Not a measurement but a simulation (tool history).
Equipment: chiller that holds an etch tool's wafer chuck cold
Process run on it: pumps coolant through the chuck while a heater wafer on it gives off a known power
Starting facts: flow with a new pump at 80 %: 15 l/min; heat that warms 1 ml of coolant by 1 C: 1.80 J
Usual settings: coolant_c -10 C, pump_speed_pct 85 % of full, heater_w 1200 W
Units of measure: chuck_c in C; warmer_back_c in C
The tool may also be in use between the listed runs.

{"run": 1, "hour": 0.0, "coolant_c": -10, "pump_speed_pct": 85, "heater_w": 1200, "chuck_c": 4.7, "warmer_back_c": 2.57}
{"run": 2, "hour": 100.2, "coolant_c": -10, "pump_speed_pct": 85, "heater_w": 1200, "chuck_c": 4.6, "warmer_back_c": 2.58}
{"run": 3, "hour": 186.1, "coolant_c": -10, "pump_speed_pct": 85, "heater_w": 1200, "chuck_c": 4.8, "warmer_back_c": 2.54}
{"run": 4, "hour": 283.8, "coolant_c": -10, "pump_speed_pct": 85, "heater_w": 1200, "chuck_c": 4.8, "warmer_back_c": 2.53}
{"run": 5, "hour": 360.3, "coolant_c": -10, "pump_speed_pct": 85, "heater_w": 1200, "chuck_c": 4.8, "warmer_back_c": 2.6}
{"run": 6, "hour": 446.8, "coolant_c": -10, "pump_speed_pct": 85, "heater_w": 1200, "chuck_c": 4.9, "warmer_back_c": 2.6}
{"run": 7, "hour": 514.2, "coolant_c": 0, "pump_speed_pct": 85, "heater_w": 1200, "chuck_c": 15.0, "warmer_back_c": 2.58}
{"run": 8, "hour": 579.4, "coolant_c": 0, "pump_speed_pct": 85, "heater_w": 1200, "chuck_c": 15.0, "warmer_back_c": 2.58}
{"run": 9, "hour": 646.2, "coolant_c": -10, "pump_speed_pct": 85, "heater_w": 1200, "chuck_c": 5.0, "warmer_back_c": 2.59}
{"run": 10, "hour": 702.7, "coolant_c": -10, "pump_speed_pct": 85, "heater_w": 1200, "chuck_c": 4.9, "warmer_back_c": 2.56}
{"run": 11, "hour": 789.5, "coolant_c": -10, "pump_speed_pct": 85, "heater_w": 1200, "chuck_c": 5.0, "warmer_back_c": 2.56}
{"run": 12, "hour": 859.6, "coolant_c": -10, "pump_speed_pct": 85, "heater_w": 1200, "chuck_c": 5.0, "warmer_back_c": 2.54}
{"run": 13, "hour": 962.9, "coolant_c": -10, "pump_speed_pct": 85, "heater_w": 1200, "chuck_c": 5.1, "warmer_back_c": 2.63}
{"run": 14, "hour": 1076.0, "coolant_c": -10, "pump_speed_pct": 85, "heater_w": 1200, "chuck_c": 5.1, "warmer_back_c": 2.62}
{"run": 15, "hour": 1196.6, "coolant_c": -10, "pump_speed_pct": 85, "heater_w": 1200, "chuck_c": 5.2, "warmer_back_c": 2.67}
{"run": 16, "hour": 1255.3, "coolant_c": -10, "pump_speed_pct": 85, "heater_w": 1200, "chuck_c": 5.4, "warmer_back_c": 2.64}
{"run": 17, "hour": 1382.2, "coolant_c": -10, "pump_speed_pct": 85, "heater_w": 1200, "chuck_c": 5.2, "warmer_back_c": 2.58}
{"run": 18, "hour": 1439.2, "coolant_c": -5, "pump_speed_pct": 85, "heater_w": 845, "chuck_c": 5.8, "warmer_back_c": 1.81}
{"run": 19, "hour": 1567.1, "coolant_c": -3, "pump_speed_pct": 91, "heater_w": 1460, "chuck_c": 14.8, "warmer_back_c": 2.93}
{"run": 20, "hour": 1625.5, "coolant_c": -3, "pump_speed_pct": 91, "heater_w": 1460, "chuck_c": 14.7, "warmer_back_c": 2.97}
{"run": 21, "hour": 1734.7, "coolant_c": -19, "pump_speed_pct": 91, "heater_w": 621, "chuck_c": -11.5, "warmer_back_c": 1.26}
{"run": 22, "hour": 1864.4, "coolant_c": -12, "pump_speed_pct": 85, "heater_w": 672, "chuck_c": -3.2, "warmer_back_c": 1.41}
{"run": 23, "hour": 1969.2, "coolant_c": -12, "pump_speed_pct": 85, "heater_w": 672, "chuck_c": -3.4, "warmer_back_c": 1.46}
{"run": 24, "hour": 2097.0, "coolant_c": -12, "pump_speed_pct": 85, "heater_w": 672, "chuck_c": -4.8, "warmer_back_c": 1.46}
{"run": 25, "hour": 2213.5, "coolant_c": -17, "pump_speed_pct": 68, "heater_w": 804, "chuck_c": -6.4, "warmer_back_c": 2.33}
{"run": 26, "hour": 2343.8, "coolant_c": -10, "pump_speed_pct": 85, "heater_w": 1279, "chuck_c": 4.1, "warmer_back_c": 2.83}
{"run": 27, "hour": 2427.9, "coolant_c": -18, "pump_speed_pct": 65, "heater_w": 1427, "chuck_c": 2.0, "warmer_back_c": 4.24}
{"run": 28, "hour": 2559.7, "coolant_c": -18, "pump_speed_pct": 65, "heater_w": 1427, "chuck_c": 1.8, "warmer_back_c": 4.33}
{"run": 29, "hour": 2639.3, "coolant_c": -18, "pump_speed_pct": 65, "heater_w": 1427, "chuck_c": 2.0, "warmer_back_c": 4.36}
{"run": 30, "hour": 2733.7, "coolant_c": -9, "pump_speed_pct": 85, "heater_w": 817, "chuck_c": 0.0, "warmer_back_c": 1.85}
{"run": 31, "hour": 2819.5, "coolant_c": -13, "pump_speed_pct": 85, "heater_w": 844, "chuck_c": -3.7, "warmer_back_c": 1.85}
{"run": 32, "hour": 2895.1, "coolant_c": -13, "pump_speed_pct": 85, "heater_w": 844, "chuck_c": -3.8, "warmer_back_c": 1.97}

Put back what was entered between runs (2 entries, withheld): which listed runs does each sit between, and how does the hidden state differ from the listed run before to the listed run after?
In the gap between runs 23 and 24: coolant changed, channels flushed (hour 2056.3)
  heat passed by the chuck's channels, % of clean ones': 81.7 -> 99.9; flow at a given pump speed, % of a new pump's: 94.4 -> 94.2; coolant's true temperature over the reading, C: -0.15 -> -0.16
  what was measured, less what the result would be without the hidden state, chuck_c: +1.6 -> +0.2 C; warmer_back_c: +0.09 -> +0.09 C
In the gap between runs 24 and 25: chiller's thermometer calibrated (hour 2122.6)
  heat passed by the chuck's channels, % of clean ones': 99.9 -> 99.6; flow at a given pump speed, % of a new pump's: 94.2 -> 94.1; coolant's true temperature over the reading, C: -0.16 -> -0.09
  what was measured, less what the result would be without the hidden state, chuck_c: +0.2 -> +0.4 C; warmer_back_c: +0.09 -> +0.14 C
